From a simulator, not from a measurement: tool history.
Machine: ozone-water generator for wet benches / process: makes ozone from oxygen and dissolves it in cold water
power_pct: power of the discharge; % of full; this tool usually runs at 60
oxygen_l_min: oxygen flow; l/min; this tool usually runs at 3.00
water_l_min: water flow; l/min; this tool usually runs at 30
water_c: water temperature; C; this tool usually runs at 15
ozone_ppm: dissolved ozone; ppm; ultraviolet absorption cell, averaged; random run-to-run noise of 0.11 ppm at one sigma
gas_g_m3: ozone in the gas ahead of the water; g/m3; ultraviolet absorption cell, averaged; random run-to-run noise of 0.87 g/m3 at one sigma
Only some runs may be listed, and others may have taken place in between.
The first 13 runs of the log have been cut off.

Run 14, hour 660.9: usual settings. Result: ozone_ppm 8.7 ppm, gas_g_m3 141.2 g/m3.
Run 15, hour 706.9: usual settings. Result: ozone_ppm 8.9 ppm, gas_g_m3 140.0 g/m3.
Run 16, hour 747.9: usual settings. Result: ozone_ppm 8.8 ppm, gas_g_m3 140.5 g/m3.
Run 17, hour 783.0: usual settings. Result: ozone_ppm 8.7 ppm, gas_g_m3 141.7 g/m3.
Run 18, hour 823.4: usual settings but power_pct 92 % of full, water_l_min 21 l/min, water_c 8 C. Result: ozone_ppm 18.6 ppm, gas_g_m3 193.7 g/m3.
Run 19, hour 893.7: usual settings but oxygen_l_min 2.49 l/min. Result: ozone_ppm 8.3 ppm, gas_g_m3 153.3 g/m3.
Run 20, hour 960.9: usual settings but oxygen_l_min 2.49 l/min. Result: ozone_ppm 8.4 ppm, gas_g_m3 153.1 g/m3.
Run 21, hour 997.3: usual settings but oxygen_l_min 2.49 l/min. Result: ozone_ppm 8.4 ppm, gas_g_m3 153.2 g/m3.
Run 22, hour 1049.2: usual settings but power_pct 48 % of full, water_c 7 C. Result: ozone_ppm 7.8 ppm, gas_g_m3 117.8 g/m3.
Run 23, hour 1117.0: usual settings but power_pct 48 % of full, water_c 7 C. Result: ozone_ppm 7.9 ppm, gas_g_m3 118.4 g/m3.
Run 24, hour 1160.3: usual settings but power_pct 52 % of full, oxygen_l_min 4.18 l/min, water_l_min 26 l/min, water_c 21 C. Result: ozone_ppm 9.4 ppm, gas_g_m3 105.9 g/m3.
Run 25, hour 1220.3: usual settings but power_pct 80 % of full, oxygen_l_min 1.97 l/min, water_l_min 23 l/min, water_c 9 C. Result: ozone_ppm 13.1 ppm, gas_g_m3 213.5 g/m3.
Run 26, hour 1292.9: usual settings but power_pct 43 % of full, oxygen_l_min 5.01 l/min, water_l_min 18 l/min, water_c 13 C. Result: ozone_ppm 12.2 ppm, gas_g_m3 84.7 g/m3.
Run 27, hour 1326.4: usual settings but power_pct 43 % of full, oxygen_l_min 5.01 l/min, water_l_min 18 l/min, water_c 13 C. Result: ozone_ppm 12.3 ppm, gas_g_m3 84.2 g/m3.
Run 28, hour 1389.8: usual settings but power_pct 43 % of full, oxygen_l_min 5.01 l/min, water_l_min 18 l/min, water_c 13 C. Result: ozone_ppm 12.4 ppm, gas_g_m3 85.2 g/m3.
Run 29, hour 1427.1: usual settings but power_pct 43 % of full, oxygen_l_min 5.01 l/min, water_l_min 18 l/min, water_c 13 C. Result: ozone_ppm 12.3 ppm, gas_g_m3 84.4 g/m3.
Run 30, hour 1478.4: usual settings but power_pct 43 % of full, oxygen_l_min 5.01 l/min, water_l_min 40 l/min, water_c 13 C. Result: ozone_ppm 5.8 ppm, gas_g_m3 82.8 g/m3.
Run 31, hour 1534.9: usual settings but power_pct 47 % of full, oxygen_l_min 3.19 l/min, water_l_min 45 l/min, water_c 10 C. Result: ozone_ppm 5.0 ppm, gas_g_m3 110.8 g/m3.
Run 32, hour 1592.1: usual settings but power_pct 47 % of full, oxygen_l_min 3.19 l/min, water_l_min 45 l/min, water_c 10 C. Result: ozone_ppm 4.9 ppm, gas_g_m3 111.7 g/m3.

3 ways to go on from here, each from the tool as it stands after run 32. What would each give?
Run A, hour 1626.1: usual settings but water_l_min 28 l/min, water_c 8 C. Result: ozone_ppm ?, gas_g_m3 ?.
Run B, hour 1626.1: usual settings but power_pct 47 % of full, oxygen_l_min 4.44 l/min, water_c 10 C. Result: ozone_ppm ?, gas_g_m3 ?.
Run C, hour 1626.1: usual settings but water_c 13 C. Result: ozone_ppm ?, gas_g_m3 ?.

run  ozone_ppm  gas_g_m3
  A       10.0     139.2
  B        8.5      94.9
  C        8.8     138.2
What these runs would have given with no unlogged condition in the tool:
run  ozone_ppm  gas_g_m3
  A       10.4     144.2
  B        8.8      97.6
  C        9.2     143.1

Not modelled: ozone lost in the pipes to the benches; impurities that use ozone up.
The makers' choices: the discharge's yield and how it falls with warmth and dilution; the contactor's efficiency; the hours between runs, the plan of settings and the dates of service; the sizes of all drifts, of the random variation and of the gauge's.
